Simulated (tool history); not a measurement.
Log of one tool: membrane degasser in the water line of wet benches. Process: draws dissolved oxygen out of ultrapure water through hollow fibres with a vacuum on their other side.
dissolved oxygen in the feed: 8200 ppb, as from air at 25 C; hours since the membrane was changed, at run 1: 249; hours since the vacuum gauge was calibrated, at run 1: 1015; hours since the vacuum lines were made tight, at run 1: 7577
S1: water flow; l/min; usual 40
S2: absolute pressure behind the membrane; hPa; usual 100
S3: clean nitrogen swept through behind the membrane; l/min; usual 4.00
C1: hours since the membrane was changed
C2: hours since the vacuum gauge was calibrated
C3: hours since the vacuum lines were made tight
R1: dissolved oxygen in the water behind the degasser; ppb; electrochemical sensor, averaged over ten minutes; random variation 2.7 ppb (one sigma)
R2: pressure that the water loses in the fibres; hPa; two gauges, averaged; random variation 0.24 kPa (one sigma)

Run 1, hour 0.0: usual settings; C1 249; C2 1015; C3 7577. Result: R1 270.4 ppb, R2 612.5 hPa.
Run 2, hour 184.2: usual settings but S1 51 l/min; C1 433; C2 1199; C3 7762. Result: R1 414.6 ppb, R2 778.3 hPa.
Run 3, hour 287.6: usual settings but S3 11.91 l/min; C1 536; C2 1303; C3 7865. Result: R1 167.3 ppb, R2 608.8 hPa.
Run 4, hour 466.9: usual settings but S3 11.91 l/min; C1 716; C2 1482; C3 8044. Result: R1 165.1 ppb, R2 614.4 hPa.
Run 5, hour 699.3: usual settings but S3 11.91 l/min; C1 948; C2 1714; C3 8277. Result: R1 168.0 ppb, R2 613.7 hPa.
Run 6, hour 925.7: usual settings but S1 46 l/min; C1 1174; C2 1941; C3 8503. Result: R1 345.6 ppb, R2 705.1 hPa.
Run 7, hour 1101.9: usual settings but S1 46 l/min; C1 1351; C2 2117; C3 8679. Result: R1 346.4 ppb, R2 705.6 hPa.
Run 8, hour 1292.1: usual settings but S1 46 l/min; C1 1541; C2 2307; C3 8869. Result: R1 350.4 ppb, R2 703.8 hPa.
Run 9, hour 1492.7: usual settings; C1 1741; C2 2508; C3 9070. Result: R1 268.6 ppb, R2 615.4 hPa.
Run 10, hour 1599.3: usual settings but S1 55 l/min; C1 1848; C2 2614; C3 9177. Result: R1 478.8 ppb, R2 843.0 hPa.
At hour 1634.5: seals of the vacuum lines changed.
Run 11, hour 1818.3: usual settings but S1 55 l/min; C1 2065; C2 2831; C3 184. Result: R1 478.8 ppb, R2 840.1 hPa.
Run 12, hour 2019.3: usual settings but S1 55 l/min; C1 2266; C2 3032; C3 385. Result: R1 480.2 ppb, R2 842.5 hPa.
Run 13, hour 2197.0: usual settings but S1 55 l/min; C1 2444; C2 3210; C3 563. Result: R1 473.2 ppb, R2 845.3 hPa.
Run 14, hour 2437.1: usual settings but S3 1.74 l/min; C1 2684; C2 3450; C3 803. Result: R1 435.5 ppb, R2 615.1 hPa.
Run 15, hour 2562.2: usual settings but S3 9.67 l/min; C1 2809; C2 3575; C3 928. Result: R1 180.6 ppb, R2 611.9 hPa.
Run 16, hour 2751.3: usual settings but S3 9.67 l/min; C1 2998; C2 3764; C3 1117. Result: R1 183.6 ppb, R2 612.6 hPa.
Run 17, hour 2855.9: usual settings but S3 4.43 l/min; C1 3103; C2 3869; C3 1221. Result: R1 252.5 ppb, R2 613.6 hPa.
Run 18, hour 3063.6: usual settings but S1 51 l/min, S2 95 hPa; C1 3310; C2 4077; C3 1429. Result: R1 398.9 ppb, R2 783.0 hPa.
Run 19, hour 3201.9: usual settings but S1 25 l/min, S2 176 hPa, S3 9.27 l/min; C1 3449; C2 4215; C3 1567. Result: R1 116.4 ppb, R2 385.3 hPa.
Run 20, hour 3425.5: usual settings but S1 35 l/min, S2 92 hPa, S3 1.93 l/min; C1 3672; C2 4439; C3 1791. Result: R1 305.7 ppb, R2 533.1 hPa.

Forecast run 21:
Run 21, hour 3652.1: usual settings but S1 33 l/min, S2 139 hPa, S3 9.67 l/min; C1 3899; C2 4665; C3 2018. Result: R1 ?, R2 ?.

{"run 21": {"R1": 150.1, "R2": 504.9}}
Without the tool's hidden state the same run would have given R1 150.0 ppb, R2 504.8 hPa.
